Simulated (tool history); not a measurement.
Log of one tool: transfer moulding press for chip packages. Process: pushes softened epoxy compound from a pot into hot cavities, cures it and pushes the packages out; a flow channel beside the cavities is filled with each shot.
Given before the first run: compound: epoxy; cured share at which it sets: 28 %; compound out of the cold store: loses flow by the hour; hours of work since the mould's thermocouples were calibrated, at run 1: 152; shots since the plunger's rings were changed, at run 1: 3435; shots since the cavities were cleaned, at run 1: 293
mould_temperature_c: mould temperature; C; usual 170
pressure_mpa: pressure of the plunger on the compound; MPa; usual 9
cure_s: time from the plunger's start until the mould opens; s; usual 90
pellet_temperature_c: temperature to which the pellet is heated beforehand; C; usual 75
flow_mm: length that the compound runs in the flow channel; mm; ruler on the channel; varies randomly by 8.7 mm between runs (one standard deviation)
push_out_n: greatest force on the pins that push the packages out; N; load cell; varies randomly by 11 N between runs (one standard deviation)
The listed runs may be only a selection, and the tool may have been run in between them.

| run | hour | mould_temperature_c | pressure_mpa | cure_s | pellet_temperature_c | hours of work since the mould's thermocouples were calibrated | shots since the plunger's rings were changed | shots since the cavities were cleaned | incoming compound's hours out of the cold store | flow_mm | push_out_n |
|---|---|---|---|---|---|---|---|---|---|---|---|
| 1 | 0 | 170 | 9 | 90 | 75 | 152 | 3435 | 293 | 11.8 | 1027 | 483 |
| 2 | 6 | 170 | 9 | 90 | 81 | 156 | 3516 | 374 | 45.6 | 880 | 443 |
| 3 | 10.5 | 170 | 9 | 90 | 81 | 159 | 3576 | 434 | 9.7 | 1040 | 490 |
| 4 | 15.1 | 170 | 9 | 90 | 81 | 162 | 3638 | 496 | 43.9 | 897 | 452 |
| 5 | 20.6 | 170 | 9 | 90 | 81 | 166 | 3712 | 570 | 11.4 | 1034 | 495 |
| 6 | 26.4 | 170 | 9 | 90 | 75 | 170 | 3791 | 649 | 12.4 | 1022 | 495 |
| 7 | 35.3 | 170 | 9 | 90 | 75 | 177 | 3911 | 769 | 44.3 | 897 | 462 |
| 8 | 39.8 | 170 | 9 | 122 | 75 | 180 | 3971 | 829 | 23.9 | 983 | 333 |
|  | 44 | cavities cleaned with cleaning compound and waxed |
| 9 | 50.6 | 170 | 9 | 122 | 75 | 186 | 4097 | 89 | 41.1 | 910 | 331 |
| 10 | 57.1 | 170 | 9 | 122 | 75 | 191 | 4186 | 178 | 43.1 | 904 | 341 |
| 11 | 64.3 | 170 | 9 | 122 | 75 | 196 | 4282 | 274 | 41.1 | 901 | 319 |
| 12 | 69.1 | 170 | 9 | 122 | 75 | 199 | 4348 | 340 | 27.9 | 952 | 336 |
| 13 | 73.7 | 170 | 9 | 90 | 75 | 203 | 4409 | 401 | 13.3 | 1025 | 487 |
| 14 | 79.7 | 165 | 7.81 | 90 | 75 | 207 | 4490 | 482 | 17.1 | 954 | 735 |
| 15 | 84.7 | 165 | 10.83 | 89 | 75 | 210 | 4557 | 549 | 35.6 | 1025 | 697 |
| 16 | 91.9 | 177 | 8.57 | 90 | 70 | 215 | 4656 | 648 | 30.9 | 904 | 357 |
| 17 | 97.3 | 168 | 9.12 | 76 | 74 | 219 | 4728 | 720 | 8.4 | 1054 | 928 |
| 18 | 105.4 | 168 | 9.12 | 76 | 74 | 225 | 4838 | 830 | 22.3 | 986 | 899 |
|  | 109.7 | cavities cleaned with cleaning compound and waxed |
| 19 | 112.5 | 170 | 9.18 | 81 | 67 | 229 | 4913 | 38 | 46.9 | 896 | 617 |
| 20 | 119.5 | 170 | 9.18 | 81 | 67 | 234 | 5008 | 133 | 32.6 | 945 | 641 |
| 21 | 124.9 | 170 | 9.18 | 81 | 67 | 237 | 5081 | 206 | 19.8 | 1015 | 640 |
| 22 | 134.2 | 170 | 9.18 | 81 | 67 | 244 | 5206 | 331 | 31.7 | 954 | 632 |
| 23 | 141.6 | 164 | 6.83 | 109 | 77 | 249 | 5306 | 431 | 32.2 | 846 | 503 |
| 24 | 147.7 | 164 | 8.87 | 109 | 75 | 253 | 5389 | 514 | 10.4 | 1060 | 514 |
| 25 | 153.6 | 164 | 8.87 | 109 | 75 | 258 | 5468 | 593 | 27.9 | 963 | 485 |
| 26 | 160 | 164 | 8.87 | 109 | 75 | 262 | 5555 | 680 | 25.6 | 983 | 499 |

5 ways to go on from here, each from the tool as it stands after run 26. What would each give?
|  | 167.6 | plunger's sealing rings changed |
| A | 168 | 171 | 7.17 | 109 | 75 | 266 | 5 | 754 | 20.3 | ? | ? |
|  | 167.6 | plunger's sealing rings changed |
| B | 168 | 176 | 9.31 | 109 | 71 | 266 | 5 | 754 | 36.3 | ? | ? |
|  | 167.6 | plunger's sealing rings changed |
| C | 168 | 170 | 10.78 | 74 | 75 | 266 | 5 | 754 | 19.2 | ? | ? |
|  | 167.6 | plunger's sealing rings changed |
| D | 168 | 170 | 9.17 | 112 | 67 | 266 | 5 | 754 | 11.6 | ? | ? |
|  | 167.6 | plunger's sealing rings changed |
| E | 168 | 164 | 8.82 | 109 | 75 | 266 | 5 | 754 | 44.4 | ? | ? |

| run | flow_mm | push_out_n |
|---|---|---|
| A | 886 | 347 |
| B | 934 | 314 |
| C | 1106 | 812 |
| D | 1015 | 343 |
| E | 908 | 484 |
The same runs, with their run-to-run variation unchanged, on a tool lacking any hidden condition would have given:
| run | flow_mm | push_out_n |
|---|---|---|
| A | 886 | 344 |
| B | 934 | 311 |
| C | 1106 | 804 |
| D | 1015 | 340 |
| E | 908 | 479 |
